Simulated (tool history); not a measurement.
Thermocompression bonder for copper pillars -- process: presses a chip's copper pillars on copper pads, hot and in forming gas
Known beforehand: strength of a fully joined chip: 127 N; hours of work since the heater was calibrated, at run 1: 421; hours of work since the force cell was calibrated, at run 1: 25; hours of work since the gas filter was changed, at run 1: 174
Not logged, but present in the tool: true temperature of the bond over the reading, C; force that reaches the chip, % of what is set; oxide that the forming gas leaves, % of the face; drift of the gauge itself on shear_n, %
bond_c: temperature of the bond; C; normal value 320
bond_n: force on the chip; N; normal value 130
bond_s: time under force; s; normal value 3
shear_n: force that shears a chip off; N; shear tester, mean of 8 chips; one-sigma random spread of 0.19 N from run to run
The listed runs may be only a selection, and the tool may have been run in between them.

run,hour,bond_c,bond_n,bond_s,hours of work since the heater was calibrated,hours of work since the force cell was calibrated,hours of work since the gas filter was changed,shear_n
1,0,320,130,3,421,25,174,44.9
2,13.4,320,130,3,427,31,180,45
3,23.2,320,130,3,432,35,184,44.7
4,37.4,320,130,3,438,42,191,44.4
5,55.1,320,130,3,446,50,199,44.2
6,69.9,320,130,3,453,57,205,44.9
7,86.8,320,130,3,461,64,213,44.5
8,100.9,320,130,3,467,71,220,44.5
# hour 108.6: forming gas filter changed
9,117.1,320,130,3,474,78,4,44.9
10,136.4,320,130,3,483,87,13,44.8
11,145.6,320,130,3,487,91,17,44.4
12,164,320,130,3,496,100,25,44.9
13,176.2,320,130,3,501,105,31,45.2
14,184.9,320,130,3,505,109,35,44.8
15,205.2,320,130,3,515,118,44,44.8
16,215.8,320,130,3,519,123,49,44.9
17,226.7,320,130,3,524,128,54,44.7
18,244.3,320,130,3,532,136,62,44.8
19,257.7,320,130,3,539,142,68,45.2
20,277.6,320,130,3,548,151,77,44.6
21,291.1,294,134,2,554,158,83,30.5
22,310,335,156,3,562,166,92,56.8
23,325.1,304,156,6,569,173,99,57.7
24,335.2,304,120,6,574,178,103,48.8
25,344.9,304,123,4,578,182,108,42
26,353.8,320,157,3,582,186,112,50.8
27,362.9,331,139,2,587,190,116,43.7
28,377.7,297,90,2,593,197,123,23.4
29,396.6,320,130,2,602,206,132,38.1
30,405.5,320,130,2,606,210,136,37.9
31,416.9,294,130,3,611,215,141,36
32,426.9,294,130,3,616,220,145,35.6
33,440.2,320,78,2,622,226,151,26.3
34,454.4,331,78,4,628,232,158,38.2
35,467.6,331,78,4,634,238,164,38.7
36,476.8,331,78,4,639,242,168,38.4
37,491.9,331,78,4,646,249,175,38.4
38,503.5,331,78,4,651,255,180,38.9
39,513,297,184,4,655,259,185,52.5

For each entry between runs, how does the tool's hidden state at the last listed run before it compare with that at the first listed run after it?
Logged between run 8 and run 9: forming gas filter changed (hour 108.6)
  oxide that the forming gas leaves, % of the face: 0.84 -> 0.51
